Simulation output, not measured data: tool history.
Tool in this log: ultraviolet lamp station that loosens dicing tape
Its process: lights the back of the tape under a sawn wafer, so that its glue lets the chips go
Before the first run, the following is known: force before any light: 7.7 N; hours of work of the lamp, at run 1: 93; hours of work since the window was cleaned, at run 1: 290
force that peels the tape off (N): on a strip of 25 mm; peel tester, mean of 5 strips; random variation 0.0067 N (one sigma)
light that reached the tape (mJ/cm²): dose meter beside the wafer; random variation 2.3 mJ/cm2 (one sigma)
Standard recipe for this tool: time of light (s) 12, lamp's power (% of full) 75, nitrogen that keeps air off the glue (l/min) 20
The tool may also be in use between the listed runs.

| run | hour | time of light (s) | lamp's power (% of full) | nitrogen that keeps air off the glue (l/min) | hours of work of the lamp | hours of work since the window was cleaned | force that peels the tape off (N) | light that reached the tape (mJ/cm²) |
|---|---|---|---|---|---|---|---|---|
| 1 | 0 | 12 | 75 | 20 | 93 | 290 | 0.308 | 209 |
| 2 | 7.4 | 12 | 75 | 34 | 97 | 294 | 0.208 | 206 |
| 3 | 13.1 | 12 | 72 | 20 | 99 | 297 | 0.343 | 196 |
| 4 | 23.4 | 13 | 75 | 20 | 105 | 302 | 0.269 | 221 |
| 5 | 34.1 | 19 | 75 | 20 | 110 | 307 | 0.136 | 320 |
| 6 | 40.4 | 19 | 75 | 20 | 113 | 310 | 0.138 | 324 |
| 7 | 51 | 19 | 75 | 20 | 118 | 316 | 0.138 | 322 |
| 8 | 56.2 | 19 | 75 | 20 | 121 | 318 | 0.14 | 324 |
| 9 | 66.7 | 12 | 69 | 20 | 126 | 323 | 0.399 | 189 |
| 10 | 72.9 | 12 | 69 | 20 | 129 | 326 | 0.388 | 187 |
| 11 | 82.6 | 12 | 69 | 20 | 134 | 331 | 0.413 | 189 |
| 12 | 94.2 | 12 | 69 | 20 | 140 | 337 | 0.403 | 184 |
| 13 | 105.2 | 12 | 75 | 20 | 145 | 342 | 0.334 | 200 |
| 14 | 116.9 | 12 | 75 | 20 | 151 | 348 | 0.342 | 197 |
| 15 | 121.8 | 12 | 75 | 20 | 153 | 351 | 0.348 | 199 |
| 16 | 131.9 | 12 | 75 | 9 | 158 | 356 | 0.693 | 196 |
| 17 | 137.3 | 12 | 79 | 20 | 161 | 358 | 0.316 | 208 |
| 18 | 147.4 | 12 | 79 | 20 | 166 | 363 | 0.32 | 204 |
| 19 | 152.8 | 12 | 79 | 20 | 169 | 366 | 0.308 | 206 |
| 20 | 162.3 | 12 | 79 | 20 | 173 | 371 | 0.316 | 209 |
| 21 | 172.9 | 12 | 79 | 20 | 179 | 376 | 0.318 | 208 |
| 22 | 180.6 | 12 | 79 | 20 | 183 | 380 | 0.327 | 199 |
| 23 | 191.3 | 12 | 79 | 20 | 188 | 385 | 0.328 | 204 |
| 24 | 197 | 17 | 65 | 20 | 191 | 388 | 0.23 | 234 |
|  | 198.4 | window cleaned of glue's vapour |
| 25 | 208.5 | 13 | 75 | 8 | 196 | 5 | 0.771 | 199 |
| 26 | 213.7 | 13 | 75 | 8 | 199 | 8 | 0.765 | 203 |
| 27 | 219.3 | 8 | 63 | 8 | 202 | 10 | 2.192 | 106 |
|  | 227.5 | window cleaned of glue's vapour, once more |
| 28 | 231.1 | 8 | 63 | 8 | 207 | 2 | 1.894 | 122 |
| 29 | 236.8 | 8 | 63 | 8 | 210 | 5 | 1.838 | 119 |
| 30 | 241.9 | 11 | 84 | 23 | 212 | 7 | 0.245 | 220 |
| 31 | 253.6 | 11 | 97 | 26 | 218 | 13 | 0.167 | 251 |
| 32 | 262.8 | 11 | 97 | 33 | 223 | 18 | 0.146 | 256 |
| 33 | 269.8 | 12 | 86 | 20 | 226 | 21 | 0.226 | 237 |
| 34 | 274.8 | 12 | 86 | 20 | 229 | 23 | 0.234 | 243 |
| 35 | 281.6 | 14 | 66 | 6 | 232 | 27 | 0.823 | 217 |
| 36 | 288.3 | 14 | 98 | 22 | 236 | 30 | 0.132 | 321 |
| 37 | 294.1 | 17 | 98 | 22 | 238 | 33 | 0.119 | 383 |
| 38 | 302.1 | 20 | 75 | 20 | 242 | 37 | 0.123 | 343 |
| 39 | 314 | 20 | 75 | 20 | 248 | 43 | 0.124 | 347 |
| 40 | 323.3 | 14 | 75 | 22 | 253 | 48 | 0.208 | 245 |

What if the next run were any one of these 4? Each begins from the tool's condition after run 40:
| A | 328.4 | 12 | 75 | 39 | 255 | 50 | ? | ? |
| B | 328.4 | 10 | 69 | 22 | 255 | 50 | ? | ? |
| C | 328.4 | 14 | 73 | 8 | 255 | 50 | ? | ? |
| D | 328.4 | 22 | 74 | 8 | 255 | 50 | ? | ? |

| run | force that peels the tape off (N) | light that reached the tape (mJ/cm²) |
|---|---|---|
| A | 0.202 | 208 |
| B | 0.53 | 156 |
| C | 0.536 | 235 |
| D | 0.193 | 375 |
The same runs, with their run-to-run variation unchanged, on a tool lacking any hidden condition would have given:
| run | force that peels the tape off (N) | light that reached the tape (mJ/cm²) |
|---|---|---|
| A | 0.158 | 240 |
| B | 0.379 | 180 |
| C | 0.383 | 271 |
| D | 0.153 | 433 |

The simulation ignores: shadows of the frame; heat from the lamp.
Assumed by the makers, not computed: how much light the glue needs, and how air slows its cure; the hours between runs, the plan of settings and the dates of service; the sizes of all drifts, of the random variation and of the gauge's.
